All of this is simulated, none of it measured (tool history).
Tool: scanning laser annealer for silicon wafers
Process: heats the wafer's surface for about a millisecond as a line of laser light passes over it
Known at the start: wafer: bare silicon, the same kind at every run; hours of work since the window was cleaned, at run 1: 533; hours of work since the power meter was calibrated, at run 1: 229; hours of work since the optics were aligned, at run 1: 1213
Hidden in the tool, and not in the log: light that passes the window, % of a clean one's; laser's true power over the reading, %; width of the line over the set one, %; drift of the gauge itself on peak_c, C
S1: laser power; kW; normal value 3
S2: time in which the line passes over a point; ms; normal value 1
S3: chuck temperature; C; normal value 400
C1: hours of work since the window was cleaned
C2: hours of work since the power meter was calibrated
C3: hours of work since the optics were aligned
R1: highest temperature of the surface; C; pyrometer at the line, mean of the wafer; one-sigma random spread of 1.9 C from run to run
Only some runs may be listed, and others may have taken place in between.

Run 1, hour 0: usual settings; C1 533; C2 229; C3 1213. Result: R1 1078 C.
Run 2, hour 8.5: usual settings; C1 538; C2 234; C3 1218. Result: R1 1077 C.
Run 3, hour 20.2: usual settings; C1 545; C2 240; C3 1225. Result: R1 1080 C.
Run 4, hour 27.5: usual settings but S1 2.834 kW; C1 549; C2 245; C3 1229. Result: R1 1040 C.
Run 5, hour 40: usual settings; C1 556; C2 252; C3 1236. Result: R1 1077 C.
Run 6, hour 49.9: usual settings but S3 368 C; C1 562; C2 258; C3 1242. Result: R1 1045 C.
Run 7, hour 58.4: usual settings but S3 368 C; C1 567; C2 263; C3 1247. Result: R1 1047 C.
Run 8, hour 66.9: usual settings but S1 2.986 kW; C1 572; C2 268; C3 1252. Result: R1 1075 C.
Run 9, hour 75: usual settings but S1 2.986 kW; C1 576; C2 272; C3 1256. Result: R1 1074 C.
Run 10, hour 81.8: usual settings but S1 2.986 kW; C1 580; C2 276; C3 1260. Result: R1 1074 C.
Run 11, hour 87.7: usual settings but S1 2.986 kW; C1 584; C2 280; C3 1264. Result: R1 1071 C.
Run 12, hour 95.8: usual settings but S3 419 C; C1 588; C2 284; C3 1268. Result: R1 1093 C.
Run 13, hour 101.6: usual settings but S1 2.997 kW, S2 1.18 ms, S3 434 C; C1 592; C2 288; C3 1272. Result: R1 1166 C.
Run 14, hour 110: usual settings but S1 2.801 kW, S2 0.9 ms; C1 597; C2 292; C3 1277. Result: R1 1005 C.
Run 15, hour 115.2: usual settings but S1 2.801 kW, S2 1.04 ms, S3 365 C; C1 600; C2 295; C3 1280. Result: R1 1009 C.
Run 16, hour 123.2: usual settings but S1 2.581 kW, S3 385 C; C1 604; C2 300; C3 1284. Result: R1 966 C.
Run 17, hour 129.8: usual settings but S2 0.77 ms; C1 608; C2 304; C3 1288. Result: R1 999 C.
Run 18, hour 141.4: usual settings but S1 2.994 kW, S2 0.76 ms, S3 405 C; C1 615; C2 311; C3 1295. Result: R1 996 C.
Run 19, hour 149.6: usual settings but S1 3.177 kW, S2 0.87 ms, S3 405 C; C1 620; C2 315; C3 1300. Result: R1 1077 C.
Run 20, hour 156.6: usual settings but S1 3.253 kW, S2 1.02 ms, S3 361 C; C1 624; C2 319; C3 1304. Result: R1 1098 C.
Run 21, hour 163.5: usual settings but S1 2.856 kW, S3 421 C; C1 628; C2 323; C3 1308. Result: R1 1064 C.
Run 22, hour 172.4: usual settings but S1 3.085 kW, S3 421 C; C1 633; C2 329; C3 1313. Result: R1 1112 C.
Run 23, hour 180.5: usual settings but S1 2.686 kW, S2 0.96 ms; C1 637; C2 333; C3 1317. Result: R1 993 C.
Run 24, hour 189.3: usual settings but S1 2.984 kW, S2 0.96 ms, S3 428 C; C1 643; C2 338; C3 1322. Result: R1 1085 C.

5 ways to go on from here, each from the tool as it stands after run 24. What would each give?
Run A, hour 201.2: usual settings but S1 2.984 kW, S2 0.74 ms, S3 428 C; C1 649; C2 345; C3 1329. Result: R1 ?.
Run B, hour 201.2: usual settings but S1 3.008 kW, S2 0.85 ms, S3 419 C; C1 649; C2 345; C3 1329. Result: R1 ?.
Run C, hour 201.2: usual settings but S1 2.974 kW, S3 363 C; C1 649; C2 345; C3 1329. Result: R1 ?.
Run D, hour 201.2: usual settings but S1 2.982 kW, S2 0.82 ms, S3 402 C; C1 649; C2 345; C3 1329. Result: R1 ?.
Run E, hour 201.2: usual settings but S1 2.984 kW, S2 0.96 ms, S3 369 C; C1 649; C2 345; C3 1329. Result: R1 ?.

run    R1
  A  1010
  B  1044
  C  1027
  D  1012
  E  1026
Stripped of hidden state, with their random variation kept, the same runs would have yielded:
run    R1
  A  1039
  B  1075
  C  1060
  D  1042
  E  1058
